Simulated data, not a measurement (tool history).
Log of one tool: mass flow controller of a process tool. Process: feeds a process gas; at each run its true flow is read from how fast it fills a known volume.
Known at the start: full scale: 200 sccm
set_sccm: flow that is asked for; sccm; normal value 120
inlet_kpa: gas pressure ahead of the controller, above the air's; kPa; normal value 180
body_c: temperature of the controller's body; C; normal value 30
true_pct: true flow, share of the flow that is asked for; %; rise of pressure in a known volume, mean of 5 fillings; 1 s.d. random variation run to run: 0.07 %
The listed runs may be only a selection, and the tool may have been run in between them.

{"run": 1, "hour": 0.0, "set_sccm": 120, "inlet_kpa": 180, "body_c": 30, "true_pct": 100.3}
{"run": 2, "hour": 97.9, "set_sccm": 120, "inlet_kpa": 180, "body_c": 30, "true_pct": 100.47}
{"run": 3, "hour": 209.8, "set_sccm": 120, "inlet_kpa": 153, "body_c": 30, "true_pct": 100.37}
{"run": 4, "hour": 329.5, "set_sccm": 120, "inlet_kpa": 180, "body_c": 22, "true_pct": 100.94}
{"run": 5, "hour": 387.2, "set_sccm": 120, "inlet_kpa": 180, "body_c": 22, "true_pct": 100.93}
{"run": 6, "hour": 438.3, "set_sccm": 120, "inlet_kpa": 180, "body_c": 30, "true_pct": 100.5}
{"run": 7, "hour": 560.4, "set_sccm": 120, "inlet_kpa": 180, "body_c": 30, "true_pct": 100.56}
{"run": 8, "hour": 642.8, "set_sccm": 120, "inlet_kpa": 180, "body_c": 30, "true_pct": 100.55}
{"run": 9, "hour": 732.7, "set_sccm": 120, "inlet_kpa": 180, "body_c": 30, "true_pct": 100.7}
{"run": 10, "hour": 798.1, "set_sccm": 120, "inlet_kpa": 180, "body_c": 30, "true_pct": 100.68}
{"run": 11, "hour": 891.4, "set_sccm": 29, "inlet_kpa": 180, "body_c": 30, "true_pct": 102.8}
{"run": 12, "hour": 1011.8, "set_sccm": 120, "inlet_kpa": 180, "body_c": 30, "true_pct": 100.55}
{"run": 13, "hour": 1074.1, "set_sccm": 120, "inlet_kpa": 180, "body_c": 30, "true_pct": 100.6}
{"run": 14, "hour": 1181.4, "set_sccm": 120, "inlet_kpa": 180, "body_c": 30, "true_pct": 100.66}
{"run": 15, "hour": 1256.1, "set_sccm": 120, "inlet_kpa": 180, "body_c": 30, "true_pct": 100.72}
{"run": 16, "hour": 1318.2, "set_sccm": 120, "inlet_kpa": 180, "body_c": 24, "true_pct": 101.06}
{"run": 17, "hour": 1414.2, "set_sccm": 120, "inlet_kpa": 180, "body_c": 30, "true_pct": 100.72}
{"run": 18, "hour": 1480.2, "set_sccm": 120, "inlet_kpa": 180, "body_c": 30, "true_pct": 100.82}
{"run": 19, "hour": 1586.7, "set_sccm": 120, "inlet_kpa": 180, "body_c": 30, "true_pct": 100.81}
{"run": 20, "hour": 1682.1, "set_sccm": 120, "inlet_kpa": 180, "body_c": 30, "true_pct": 100.84}
{"run": 21, "hour": 1773.8, "set_sccm": 120, "inlet_kpa": 180, "body_c": 30, "true_pct": 100.91}
{"run": 22, "hour": 1842.5, "set_sccm": 110, "inlet_kpa": 180, "body_c": 30, "true_pct": 100.93}
{"run": 23, "hour": 1946.4, "set_sccm": 120, "inlet_kpa": 180, "body_c": 30, "true_pct": 100.99}
{"run": 24, "hour": 2017.1, "set_sccm": 28, "inlet_kpa": 180, "body_c": 30, "true_pct": 103.69}
{"run": 25, "hour": 2111.4, "set_sccm": 67, "inlet_kpa": 240, "body_c": 24, "true_pct": 102.1}
{"run": 26, "hour": 2230.7, "set_sccm": 67, "inlet_kpa": 240, "body_c": 24, "true_pct": 101.9}
{"run": 27, "hour": 2304.6, "set_sccm": 67, "inlet_kpa": 240, "body_c": 24, "true_pct": 102.17}
{"run": 28, "hour": 2415.5, "set_sccm": 168, "inlet_kpa": 237, "body_c": 22, "true_pct": 101.74}
{"run": 29, "hour": 2507.0, "set_sccm": 168, "inlet_kpa": 237, "body_c": 22, "true_pct": 101.78}
{"run": 30, "hour": 2559.2, "set_sccm": 168, "inlet_kpa": 237, "body_c": 22, "true_pct": 101.64}
{"run": 31, "hour": 2657.4, "set_sccm": 156, "inlet_kpa": 237, "body_c": 39, "true_pct": 100.88}
{"run": 32, "hour": 2711.3, "set_sccm": 89, "inlet_kpa": 234, "body_c": 39, "true_pct": 101.05}
{"run": 33, "hour": 2774.2, "set_sccm": 72, "inlet_kpa": 186, "body_c": 32, "true_pct": 101.52}
{"run": 34, "hour": 2878.3, "set_sccm": 72, "inlet_kpa": 186, "body_c": 32, "true_pct": 101.42}
{"run": 35, "hour": 2961.0, "set_sccm": 62, "inlet_kpa": 174, "body_c": 30, "true_pct": 101.83}
{"run": 36, "hour": 3014.9, "set_sccm": 21, "inlet_kpa": 186, "body_c": 34, "true_pct": 106.02}
{"run": 37, "hour": 3133.0, "set_sccm": 50, "inlet_kpa": 192, "body_c": 30, "true_pct": 102.53}
{"run": 38, "hour": 3240.5, "set_sccm": 50, "inlet_kpa": 154, "body_c": 30, "true_pct": 102.42}
{"run": 39, "hour": 3290.7, "set_sccm": 32, "inlet_kpa": 187, "body_c": 38, "true_pct": 103.76}
{"run": 40, "hour": 3368.3, "set_sccm": 120, "inlet_kpa": 169, "body_c": 38, "true_pct": 100.83}
{"run": 41, "hour": 3484.6, "set_sccm": 39, "inlet_kpa": 175, "body_c": 23, "true_pct": 103.97}
{"run": 42, "hour": 3547.6, "set_sccm": 30, "inlet_kpa": 209, "body_c": 29, "true_pct": 104.82}
{"run": 43, "hour": 3598.0, "set_sccm": 43, "inlet_kpa": 142, "body_c": 29, "true_pct": 103.01}
{"run": 44, "hour": 3710.9, "set_sccm": 43, "inlet_kpa": 142, "body_c": 29, "true_pct": 103.07}
{"run": 45, "hour": 3808.8, "set_sccm": 43, "inlet_kpa": 142, "body_c": 29, "true_pct": 103.21}
{"run": 46, "hour": 3903.7, "set_sccm": 120, "inlet_kpa": 171, "body_c": 25, "true_pct": 101.7}
{"run": 47, "hour": 4017.3, "set_sccm": 120, "inlet_kpa": 171, "body_c": 25, "true_pct": 101.67}
{"run": 48, "hour": 4108.5, "set_sccm": 120, "inlet_kpa": 172, "body_c": 32, "true_pct": 101.3}

3 ways to go on from here, each from the tool as it stands after run 48. What would each give?
{"run": "A", "hour": 4162.1, "set_sccm": 173, "inlet_kpa": 190, "body_c": 22, "true_pct": "?"}
{"run": "B", "hour": 4162.1, "set_sccm": 162, "inlet_kpa": 172, "body_c": 20, "true_pct": "?"}
{"run": "C", "hour": 4162.1, "set_sccm": 26, "inlet_kpa": 274, "body_c": 32, "true_pct": "?"}

run=A true_pct=101.93
run=B true_pct=101.87
run=C true_pct=106.10
Without the tool's unlogged condition, the same runs would have read:
run=A true_pct=100.00
run=B true_pct=99.88
run=C true_pct=98.88
